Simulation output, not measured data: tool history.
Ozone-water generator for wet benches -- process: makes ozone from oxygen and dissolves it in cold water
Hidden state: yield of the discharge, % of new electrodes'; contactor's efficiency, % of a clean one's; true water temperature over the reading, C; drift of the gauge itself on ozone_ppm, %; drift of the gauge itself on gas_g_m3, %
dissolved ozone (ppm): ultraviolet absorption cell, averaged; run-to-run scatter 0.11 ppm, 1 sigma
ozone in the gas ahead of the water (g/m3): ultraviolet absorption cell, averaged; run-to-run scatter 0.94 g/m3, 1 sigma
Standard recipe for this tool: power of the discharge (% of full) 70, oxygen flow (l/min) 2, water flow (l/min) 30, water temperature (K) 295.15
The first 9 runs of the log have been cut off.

run    hour  power of the discharge (% of full)  oxygen flow (l/min)  water flow (l/min)  water temperature (K)  hours of work since the electrodes were changed  hours of work since the contactor was cleaned  hours of work since the thermometer was calibrated  dissolved ozone (ppm)  ozone in the gas ahead of the water (g/m3)
 10   415.6                                  69                    2                  30                 295.15                                             1579                                           7476                                                 399                    5.7                                       150.9
 11   468.4                                  69                    2                  30                 295.15                                             1622                                           7519                                                 442                    5.6                                       151.1
 12   496.9                                  69                    2                  30                 295.15                                             1646                                           7543                                                 466                    5.7                                       150.7
 13   531.6                                  69                    2                  30                 295.15                                             1674                                           7571                                                 494                    5.7                                       150.2
 14   569.3                                  70                    2                  30                 295.15                                             1705                                           7602                                                 525                    5.5                                       151.4
 15     626                                  70                    2                  30                 295.15                                             1752                                           7649                                                 572                    5.7                                       151.2
 16   665.2                                  70                    2                  30                 295.15                                             1784                                           7681                                                 604                    5.6                                       151.9
 17   724.8                                  70                    2                  30                 295.15                                             1833                                           7730                                                 653                    5.8                                       151.1
 18   757.8                                  80                    2                  39                 303.15                                             1860                                           7757                                                 680                    4.4                                       163.4
 19     813                                  80                    2                  39                 303.15                                             1905                                           7802                                                 726                    4.4                                       163.5
 20   854.3                                  80                 1.85                  39                 289.15                                             1939                                           7836                                                 759                    4.6                                       169.4
 21   914.6                                  80                 1.85                  39                 289.15                                             1989                                           7886                                                 809                    4.6                                         171
 22   959.5                                  84                 1.35                  38                 297.15                                             2026                                           7923                                                 846                    4.1                                       203.1
 23  1007.3                                  41                 1.75                  30                 295.15                                             2065                                           7962                                                 885                    3.7                                       117.9
 24  1059.1                                  41                 2.47                  30                 295.15                                             2107                                           8005                                                 928                    4.3                                        98.1
 25  1109.9                                  41                  1.3                  39                 295.15                                             2149                                           8046                                                 969                    2.6                                       135.8
 26  1170.8                                  41                  1.3                  39                 295.15                                             2199                                           8096                                                1019                    2.7                                       136.1
 27  1226.6                                  44                 2.35                  30                 295.15                                             2245                                           8142                                                1065                    4.6                                       106.6
 28  1264.9                                  44                 2.37                  20                 295.15                                             2276                                           8174                                                1097                    6.8                                       105.3
 29  1315.2                                  44                 2.37                  20                 295.15                                             2318                                           8215                                                1138                    6.7                                       104.6
 30  1347.7                                  69                 2.55                  38                 299.15                                             2345                                           8242                                                1165                    4.4                                       132.9
 31  1394.4                                  42                 3.56                  21                 295.15                                             2383                                           8280                                                1203                    6.8                                        82.6
 32  1443.1                                  96                 3.45                  31                 295.15                                             2423                                           8320                                                1243                    7.5                                       138.3
 33  1474.6                                  70                    2                  45                 303.15                                             2449                                           8346                                                1269                    3.3                                       149.3
 34  1517.7                                  70                    2                  45                 296.15                                             2484                                           8381                                                1304                    3.2                                       148.9

What if the next run were any one of these 3? Each begins from the tool's condition after run 34:
  A  1546.8                                  70                 1.09                  23                 299.15                                             2508                                           8405                                                1328                      ?                                           ?
  B  1546.8                                  70                    2                  31                 294.15                                             2508                                           8405                                                1328                      ?                                           ?
  C  1546.8                                  70                    2                  21                 289.15                                             2508                                           8405                                                1328                      ?                                           ?

run  dissolved ozone (ppm)  ozone in the gas ahead of the water (g/m3)
  A                    6.1                                       201.4
  B                    5.5                                       148.2
  C                    8.5                                       149.2
With no hidden state in the tool, these same runs would have given:
run  dissolved ozone (ppm)  ozone in the gas ahead of the water (g/m3)
  A                    6.7                                       213.8
  B                    6.1                                       157.3
  C                    9.4                                       158.4
